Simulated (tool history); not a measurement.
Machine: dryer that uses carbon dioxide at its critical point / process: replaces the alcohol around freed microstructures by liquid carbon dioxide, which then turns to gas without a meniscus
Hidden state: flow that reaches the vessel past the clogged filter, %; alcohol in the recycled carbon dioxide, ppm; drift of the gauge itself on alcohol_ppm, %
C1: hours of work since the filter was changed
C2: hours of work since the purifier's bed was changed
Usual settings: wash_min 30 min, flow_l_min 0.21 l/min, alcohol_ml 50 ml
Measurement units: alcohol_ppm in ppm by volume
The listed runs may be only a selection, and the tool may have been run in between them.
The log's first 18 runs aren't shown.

run 19 hour=617.8 | wash_min=30 flow_l_min=0.21 alcohol_ml=50 | C1=102 C2=275 | alcohol_ppm=763
run 20 hour=638.7 | wash_min=30 flow_l_min=0.21 alcohol_ml=50 | C1=118 C2=291 | alcohol_ppm=764
run 21 hour=677.6 | wash_min=30 flow_l_min=0.21 alcohol_ml=50 | C1=147 C2=321 | alcohol_ppm=828
run 22 hour=707.9 | wash_min=30 flow_l_min=0.21 alcohol_ml=63 | C1=170 C2=344 | alcohol_ppm=1093
run 23 hour=736.4 | wash_min=30 flow_l_min=0.21 alcohol_ml=63 | C1=192 C2=366 | alcohol_ppm=1116
run 24 hour=774.9 | wash_min=30 flow_l_min=0.21 alcohol_ml=50 | C1=222 C2=395 | alcohol_ppm=961
run 25 hour=797.5 | wash_min=30 flow_l_min=0.21 alcohol_ml=50 | C1=239 C2=412 | alcohol_ppm=989
run 26 hour=830.2 | wash_min=44 flow_l_min=0.135 alcohol_ml=32 | C1=264 C2=437 | alcohol_ppm=855
run 27 hour=872.1 | wash_min=44 flow_l_min=0.135 alcohol_ml=32 | C1=296 C2=469 | alcohol_ppm=899
-- hour=890.3 inlet filter changed
run 28 hour=916.2 | wash_min=35 flow_l_min=0.266 alcohol_ml=112 | C1=20 C2=502 | alcohol_ppm=283
run 29 hour=942.3 | wash_min=26 flow_l_min=0.165 alcohol_ml=34 | C1=40 C2=522 | alcohol_ppm=1786
run 30 hour=972.1 | wash_min=26 flow_l_min=0.165 alcohol_ml=34 | C1=62 C2=545 | alcohol_ppm=1857
run 31 hour=1000.2 | wash_min=27 flow_l_min=0.226 alcohol_ml=82 | C1=84 C2=566 | alcohol_ppm=1372
run 32 hour=1035.1 | wash_min=29 flow_l_min=0.21 alcohol_ml=52 | C1=111 C2=593 | alcohol_ppm=988
run 33 hour=1075.6 | wash_min=30 flow_l_min=0.346 alcohol_ml=28 | C1=142 C2=624 | alcohol_ppm=173
run 34 hour=1114.4 | wash_min=22 flow_l_min=0.233 alcohol_ml=28 | C1=171 C2=653 | alcohol_ppm=1083
run 35 hour=1162.1 | wash_min=22 flow_l_min=0.233 alcohol_ml=28 | C1=208 C2=690 | alcohol_ppm=1141
run 36 hour=1200.2 | wash_min=22 flow_l_min=0.233 alcohol_ml=28 | C1=237 C2=719 | alcohol_ppm=1221
run 37 hour=1230.1 | wash_min=19 flow_l_min=0.158 alcohol_ml=28 | C1=259 C2=742 | alcohol_ppm=4511
run 38 hour=1254.5 | wash_min=19 flow_l_min=0.158 alcohol_ml=28 | C1=278 C2=760 | alcohol_ppm=4541

Forecast run 39:
-- hour=1295.7 inlet filter changed
run 39 hour=1295.7 | wash_min=45 flow_l_min=0.21 alcohol_ml=52 | C1=0 C2=791 | alcohol_ppm=?

{"run 39": {"alcohol_ppm": 243}}
On a tool with no hidden condition, and with the same random variation, this run would have come out at alcohol_ppm 68 ppm by volume.

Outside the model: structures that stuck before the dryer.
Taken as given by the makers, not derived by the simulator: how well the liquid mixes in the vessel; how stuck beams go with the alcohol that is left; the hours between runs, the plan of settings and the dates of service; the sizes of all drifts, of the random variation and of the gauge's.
